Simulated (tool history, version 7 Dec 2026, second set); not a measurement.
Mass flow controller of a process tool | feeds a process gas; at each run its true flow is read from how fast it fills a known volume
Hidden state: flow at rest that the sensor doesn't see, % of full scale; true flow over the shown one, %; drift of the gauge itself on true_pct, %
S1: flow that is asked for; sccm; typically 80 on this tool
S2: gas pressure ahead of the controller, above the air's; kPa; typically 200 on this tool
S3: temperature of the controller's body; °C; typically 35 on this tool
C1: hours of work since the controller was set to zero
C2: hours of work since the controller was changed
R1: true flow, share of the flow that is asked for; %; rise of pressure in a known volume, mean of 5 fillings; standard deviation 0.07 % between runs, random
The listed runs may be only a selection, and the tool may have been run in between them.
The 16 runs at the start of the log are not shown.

run	hour	S1	S2	S3	C1	C2	R1
17	1006.1	80	200	35	3474	3474	101.83
18	1046.1	80	200	35	3486	3486	101.73
19	1081.5	80	200	35	3497	3497	101.88
20	1129.8	100	200	35	3512	3512	101.90
21	1178.9	100	200	35	3526	3526	101.86
22	1241.8	100	200	35	3545	3545	101.96
23	1287.4	80	200	35	3559	3559	101.89
24	1366.7	80	200	35	3583	3583	101.69
25	1433.3	16	157	37	3603	3603	103.21
26	1484.7	58	160	35	3619	3619	102.24
27	1559.3	80	200	30	3641	3641	102.60
28	1631.4	19	155	40	3663	3663	102.51
29	1711.7	19	155	40	3687	3687	102.66
30	1775.9	14	200	27	3706	3706	104.40
31	1811.8	31	236	35	3717	3717	102.02
32	1878.6	29	234	22	3737	3737	103.60
33	1951.0	36	232	30	3759	3759	102.51
34	1994.1	36	232	30	3772	3772	102.55
35	2042.8	14	213	30	3787	3787	104.12
36	2096.7	92	141	21	3803	3803	104.13
37	2141.8	19	186	29	3817	3817	103.91
38	2218.0	55	170	29	3840	3840	103.12
39	2280.4	41	169	23	3859	3859	103.79
40	2332.7	80	193	24	3874	3874	103.41
41	2403.7	59	221	20	3896	3896	103.64

Run 42 has not been measured yet. What should we expect?
42	2452.6	59	178	37	3911	3911	?

{"run 42": {"R1": 102.13}}
Without the tool's hidden state the same run would have given R1 98.53 %.
